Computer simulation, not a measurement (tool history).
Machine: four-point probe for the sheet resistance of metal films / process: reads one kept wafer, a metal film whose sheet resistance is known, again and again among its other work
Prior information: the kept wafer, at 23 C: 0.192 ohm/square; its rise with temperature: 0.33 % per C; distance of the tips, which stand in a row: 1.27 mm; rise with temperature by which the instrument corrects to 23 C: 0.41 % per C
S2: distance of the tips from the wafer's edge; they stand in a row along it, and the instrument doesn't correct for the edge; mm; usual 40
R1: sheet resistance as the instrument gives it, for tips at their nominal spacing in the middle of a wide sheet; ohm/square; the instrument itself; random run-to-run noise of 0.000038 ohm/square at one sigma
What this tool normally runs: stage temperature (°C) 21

run 1 day=0.000 | stage_temperature_(°C)=21 S2=40 | R1=0.192747
run 2 day=0.462 | stage_temperature_(°C)=21 S2=37 | R1=0.192664
run 3 day=1.079 | stage_temperature_(°C)=21 S2=37 | R1=0.192688
run 4 day=1.358 | stage_temperature_(°C)=21 S2=37 | R1=0.192696
run 5 day=1.654 | stage_temperature_(°C)=21 S2=40 | R1=0.192654
-- day=1.733 stage's thermometer calibrated
run 6 day=2.300 | stage_temperature_(°C)=21 S2=40 | R1=0.192621
run 7 day=2.654 | stage_temperature_(°C)=21 S2=40 | R1=0.192701
run 8 day=3.308 | stage_temperature_(°C)=21 S2=40 | R1=0.192664
run 9 day=3.604 | stage_temperature_(°C)=24 S2=4 | R1=0.201907
-- day=3.942 stage's thermometer calibrated, once more
run 10 day=4.308 | stage_temperature_(°C)=29 S2=3 | R1=0.208115
run 11 day=4.967 | stage_temperature_(°C)=29 S2=3 | R1=0.208150
run 12 day=5.458 | stage_temperature_(°C)=21 S2=37 | R1=0.192694
run 13 day=6.121 | stage_temperature_(°C)=20 S2=19 | R1=0.193152
run 14 day=6.646 | stage_temperature_(°C)=23 S2=11 | R1=0.193597
run 15 day=7.321 | stage_temperature_(°C)=33 S2=8 | R1=0.193476
run 16 day=7.883 | stage_temperature_(°C)=33 S2=8 | R1=0.193409

Forecast each of these 3 alternatives for the next run:
run A day=8.371 | stage_temperature_(°C)=19 S2=40 | R1=?
run B day=8.371 | stage_temperature_(°C)=19 S2=8 | R1=?
run C day=8.371 | stage_temperature_(°C)=19 S2=62 | R1=?

run=A R1=0.192988
run=B R1=0.195486
run=C R1=0.192991
What these runs would have given with no unlogged condition in the tool:
run=A R1=0.192712
run=B R1=0.195206
run=C R1=0.192714
